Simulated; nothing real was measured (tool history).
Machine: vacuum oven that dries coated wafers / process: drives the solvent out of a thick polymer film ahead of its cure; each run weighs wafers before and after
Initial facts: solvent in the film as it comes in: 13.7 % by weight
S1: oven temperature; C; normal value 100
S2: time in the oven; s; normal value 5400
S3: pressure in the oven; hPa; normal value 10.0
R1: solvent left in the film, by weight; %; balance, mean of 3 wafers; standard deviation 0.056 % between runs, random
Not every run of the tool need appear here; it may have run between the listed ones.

run,hour,S1,S2,S3,R1
1,0.0,100,5400,10.0,3.05
2,30.1,100,5400,10.0,3.14
3,58.0,100,5400,10.0,3.17
4,91.3,100,5400,10.0,3.14
5,150.1,100,5400,10.0,3.17
6,204.0,100,5400,7.4,2.71
7,261.4,100,5400,7.4,2.79
8,309.5,100,7920,10.0,2.59
9,361.5,100,5400,10.0,3.14
10,395.0,100,5400,10.0,3.15
11,430.9,100,5400,10.0,3.18
12,472.3,100,5400,10.0,3.18
13,520.3,100,5400,10.0,3.17
14,554.7,100,5400,34.7,6.57
15,613.3,100,5400,34.7,6.41
# hour 620.3: oven's thermocouples calibrated
16,673.3,85,5400,34.7,11.11
17,713.5,85,5400,34.7,11.19
18,768.2,85,5400,34.7,11.50
# hour 806.8: oven's thermocouples calibrated, once more
19,810.0,85,2940,34.7,12.36
20,857.3,100,5400,10.0,3.57
21,891.9,100,5400,10.0,3.63
22,944.7,100,5400,10.0,3.51
23,1000.7,100,5400,10.0,3.50
24,1038.0,100,5400,10.0,3.51
25,1079.4,100,5400,10.0,3.46
26,1123.2,100,5400,10.0,3.61
27,1159.3,100,5400,10.0,3.57
28,1188.1,100,5400,10.0,3.63
29,1225.5,93,5400,23.8,7.60
30,1268.4,93,5400,23.8,7.68
31,1296.8,106,3540,21.2,4.42
32,1332.8,100,5400,22.9,5.23
33,1389.7,113,4500,21.7,2.78
34,1421.4,100,7380,10.0,3.06
35,1475.6,89,3120,21.2,9.54
36,1515.9,89,3120,21.2,9.70
37,1541.6,100,4860,18.4,4.85
38,1584.8,100,5580,18.4,4.72
39,1641.7,100,5580,18.4,4.65
40,1679.2,97,3060,18.4,7.08
41,1728.0,100,3540,10.2,4.58
42,1753.0,100,3540,10.2,4.55
43,1798.1,111,5400,10.0,1.78
44,1829.7,111,5400,10.0,1.92
45,1877.0,100,4260,10.0,4.10
46,1931.4,101,3060,10.0,4.72

Forecast each of these 5 alternatives for the next run:
A,1973.1,100,5400,8.3,?
B,1973.1,101,8940,10.0,?
C,1973.1,94,2760,11.0,?
D,1973.1,113,3660,17.1,?
E,1973.1,106,4320,19.6,?

run,R1
A,3.32
B,2.73
C,7.35
D,2.53
E,3.78
Had the tool no hidden state, the same runs would have come out as:
run,R1
A,2.39
B,1.62
C,6.68
D,1.85
E,3.01
